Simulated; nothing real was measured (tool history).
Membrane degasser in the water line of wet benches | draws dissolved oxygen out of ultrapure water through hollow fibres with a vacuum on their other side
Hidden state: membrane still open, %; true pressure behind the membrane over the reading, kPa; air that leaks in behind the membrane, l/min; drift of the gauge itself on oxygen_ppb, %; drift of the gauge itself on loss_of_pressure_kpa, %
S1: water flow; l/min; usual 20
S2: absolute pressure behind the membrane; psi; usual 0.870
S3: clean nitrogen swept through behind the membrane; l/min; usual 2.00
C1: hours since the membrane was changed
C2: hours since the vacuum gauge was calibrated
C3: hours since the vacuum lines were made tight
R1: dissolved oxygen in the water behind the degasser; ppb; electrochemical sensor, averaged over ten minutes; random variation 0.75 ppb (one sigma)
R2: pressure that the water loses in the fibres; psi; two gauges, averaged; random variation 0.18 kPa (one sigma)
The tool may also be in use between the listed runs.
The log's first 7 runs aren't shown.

Run 8, hour 347.1: usual settings but S3 3.24 l/min; C1 1008; C2 2075; C3 4783. Result: R1 46.4 ppb, R2 4.498 psi.
Run 9, hour 401.7: usual settings but S3 3.24 l/min; C1 1063; C2 2130; C3 4838. Result: R1 46.4 ppb, R2 4.474 psi.
Run 10, hour 445.6: usual settings; C1 1107; C2 2174; C3 4882. Result: R1 72.0 ppb, R2 4.493 psi.
Run 11, hour 475.5: usual settings; C1 1137; C2 2204; C3 4912. Result: R1 71.4 ppb, R2 4.480 psi.
Run 12, hour 526.8: usual settings; C1 1188; C2 2255; C3 4963. Result: R1 70.2 ppb, R2 4.469 psi.
Run 13, hour 562.0: usual settings; C1 1223; C2 2290; C3 4998. Result: R1 70.0 ppb, R2 4.553 psi.
Run 14, hour 609.6: usual settings; C1 1271; C2 2338; C3 5046. Result: R1 70.2 ppb, R2 4.490 psi.
Run 15, hour 648.5: usual settings; C1 1310; C2 2377; C3 5085. Result: R1 72.4 ppb, R2 4.528 psi.
Run 16, hour 674.9: usual settings; C1 1336; C2 2403; C3 5111. Result: R1 70.9 ppb, R2 4.502 psi.
Run 17, hour 721.5: usual settings but S2 1.114 psi, S3 3.17 l/min; C1 1383; C2 2450; C3 5158. Result: R1 73.4 ppb, R2 4.506 psi.
Run 18, hour 775.3: usual settings but S1 16 l/min, S2 0.782 psi, S3 5.06 l/min; C1 1437; C2 2503; C3 5211. Result: R1 18.6 ppb, R2 3.580 psi.
Run 19, hour 836.2: usual settings but S1 16 l/min, S2 0.782 psi, S3 5.06 l/min; C1 1498; C2 2564; C3 5272. Result: R1 18.5 ppb, R2 3.606 psi.
Run 20, hour 883.8: usual settings but S1 16 l/min, S2 0.672 psi, S3 5.06 l/min; C1 1545; C2 2612; C3 5320. Result: R1 12.0 ppb, R2 3.580 psi.
Run 21, hour 934.2: usual settings but S1 16 l/min, S2 0.672 psi, S3 5.06 l/min; C1 1596; C2 2662; C3 5370. Result: R1 12.6 ppb, R2 3.585 psi.
Run 22, hour 969.3: usual settings but S1 14 l/min, S2 0.672 psi, S3 5.06 l/min; C1 1631; C2 2697; C3 5405. Result: R1 11.0 ppb, R2 3.118 psi.
Run 23, hour 1026.8: usual settings but S1 17 l/min, S3 2.93 l/min; C1 1688; C2 2755; C3 5463. Result: R1 41.0 ppb, R2 3.804 psi.
Run 24, hour 1083.1: usual settings but S1 27 l/min, S2 2.110 psi, S3 3.13 l/min; C1 1744; C2 2811; C3 5519. Result: R1 249.8 ppb, R2 6.096 psi.
Run 25, hour 1140.6: usual settings but S1 14 l/min, S2 1.205 psi, S3 1.02 l/min; C1 1802; C2 2869; C3 5577. Result: R1 161.3 ppb, R2 3.121 psi.
Run 26, hour 1196.1: usual settings but S1 26 l/min, S2 1.030 psi, S3 0.88 l/min; C1 1857; C2 2924; C3 5632. Result: R1 253.5 ppb, R2 5.919 psi.
Run 27, hour 1237.2: usual settings but S1 29 l/min, S2 1.439 psi, S3 2.05 l/min; C1 1899; C2 2965; C3 5673. Result: R1 240.5 ppb, R2 6.493 psi.
Run 28, hour 1286.8: usual settings but S2 1.439 psi, S3 3.11 l/min; C1 1948; C2 3015; C3 5723. Result: R1 107.7 ppb, R2 4.483 psi.
Run 29, hour 1343.8: usual settings but S2 1.439 psi, S3 3.11 l/min; C1 2005; C2 3072; C3 5780. Result: R1 108.1 ppb, R2 4.496 psi.
Run 30, hour 1377.2: usual settings but S1 27 l/min, S2 2.157 psi, S3 4.81 l/min; C1 2039; C2 3105; C3 5813. Result: R1 176.5 ppb, R2 6.087 psi.
Run 31, hour 1432.6: usual settings but S1 27 l/min, S2 2.157 psi, S3 1.43 l/min; C1 2094; C2 3161; C3 5869. Result: R1 492.7 ppb, R2 6.092 psi.
Run 32, hour 1492.7: usual settings but S1 23 l/min, S3 0.87 l/min; C1 2154; C2 3221; C3 5929. Result: R1 171.2 ppb, R2 5.160 psi.

Forecast each of these 3 alternatives for the next run:
Run A, hour 1549.1: usual settings but S1 16 l/min, S2 1.740 psi, S3 5.45 l/min; C1 2210; C2 3277; C3 5985. Result: R1 ?, R2 ?.
Run B, hour 1549.1: usual settings but S2 0.980 psi, S3 2.20 l/min; C1 2210; C2 3277; C3 5985. Result: R1 ?, R2 ?.
Run C, hour 1549.1: usual settings but S1 23 l/min, S2 0.753 psi, S3 4.21 l/min; C1 2210; C2 3277; C3 5985. Result: R1 ?, R2 ?.

run    R1     R2
  A  65.7  3.607
  B  81.9  4.467
  C  36.6  5.102
Without the tool's hidden state the same runs would have given:
run    R1     R2
  A  65.5  3.606
  B  81.7  4.466
  C  36.5  5.101

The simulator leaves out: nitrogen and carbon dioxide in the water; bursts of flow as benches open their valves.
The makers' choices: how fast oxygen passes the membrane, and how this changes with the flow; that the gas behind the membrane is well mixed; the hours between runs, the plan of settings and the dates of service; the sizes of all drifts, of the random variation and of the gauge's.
